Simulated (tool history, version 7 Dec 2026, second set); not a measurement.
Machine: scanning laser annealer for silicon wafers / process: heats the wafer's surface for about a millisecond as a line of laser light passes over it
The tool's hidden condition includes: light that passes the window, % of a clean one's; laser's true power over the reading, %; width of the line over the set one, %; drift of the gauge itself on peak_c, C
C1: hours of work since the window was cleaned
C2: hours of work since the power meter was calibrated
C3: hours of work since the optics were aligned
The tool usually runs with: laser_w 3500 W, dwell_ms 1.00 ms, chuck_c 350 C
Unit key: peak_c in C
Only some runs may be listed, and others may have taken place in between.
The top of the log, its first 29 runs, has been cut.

{"run": 30, "hour": 258.8, "laser_w": 3500, "dwell_ms": 0.86, "chuck_c": 340, "C1": 113, "C2": 202, "C3": 325, "peak_c": 1087}
{"run": 31, "hour": 269.7, "laser_w": 2996, "dwell_ms": 1.16, "chuck_c": 350, "C1": 121, "C2": 210, "C3": 333, "peak_c": 1078}
{"run": 32, "hour": 276.9, "laser_w": 3800, "dwell_ms": 1.01, "chuck_c": 318, "C1": 127, "C2": 216, "C3": 338, "peak_c": 1221}
{"run": 33, "hour": 286.0, "laser_w": 3822, "dwell_ms": 1.17, "chuck_c": 340, "C1": 133, "C2": 223, "C3": 345, "peak_c": 1328}
{"run": 34, "hour": 297.9, "laser_w": 3500, "dwell_ms": 0.85, "chuck_c": 373, "C1": 142, "C2": 231, "C3": 354, "peak_c": 1115}
{"run": 35, "hour": 308.6, "laser_w": 3136, "dwell_ms": 0.99, "chuck_c": 362, "C1": 150, "C2": 239, "C3": 362, "peak_c": 1068}
{"run": 36, "hour": 315.2, "laser_w": 3136, "dwell_ms": 0.99, "chuck_c": 362, "C1": 155, "C2": 244, "C3": 367, "peak_c": 1070}
{"run": 37, "hour": 326.6, "laser_w": 3136, "dwell_ms": 0.99, "chuck_c": 362, "C1": 164, "C2": 253, "C3": 375, "peak_c": 1069}
{"run": 38, "hour": 337.6, "laser_w": 3136, "dwell_ms": 0.99, "chuck_c": 362, "C1": 172, "C2": 261, "C3": 384, "peak_c": 1067}
{"run": 39, "hour": 346.7, "laser_w": 3136, "dwell_ms": 0.99, "chuck_c": 362, "C1": 179, "C2": 268, "C3": 390, "peak_c": 1068}
{"run": 40, "hour": 356.8, "laser_w": 3059, "dwell_ms": 1.22, "chuck_c": 336, "C1": 186, "C2": 275, "C3": 398, "peak_c": 1095}

What if the next run were any one of these 3? Each begins from the tool's condition after run 40:
{"run": "A", "hour": 368.1, "laser_w": 3725, "dwell_ms": 0.71, "chuck_c": 386, "C1": 195, "C2": 284, "C3": 406, "peak_c": "?"}
{"run": "B", "hour": 368.1, "laser_w": 3059, "dwell_ms": 1.08, "chuck_c": 336, "C1": 195, "C2": 284, "C3": 406, "peak_c": "?"}
{"run": "C", "hour": 368.1, "laser_w": 3522, "dwell_ms": 1.22, "chuck_c": 336, "C1": 195, "C2": 284, "C3": 406, "peak_c": "?"}

run=A peak_c=1113
run=B peak_c=1053
run=C peak_c=1252
The same runs, with their run-to-run variation unchanged, on a tool lacking any hidden condition would have given:
run=A peak_c=1113
run=B peak_c=1053
run=C peak_c=1253
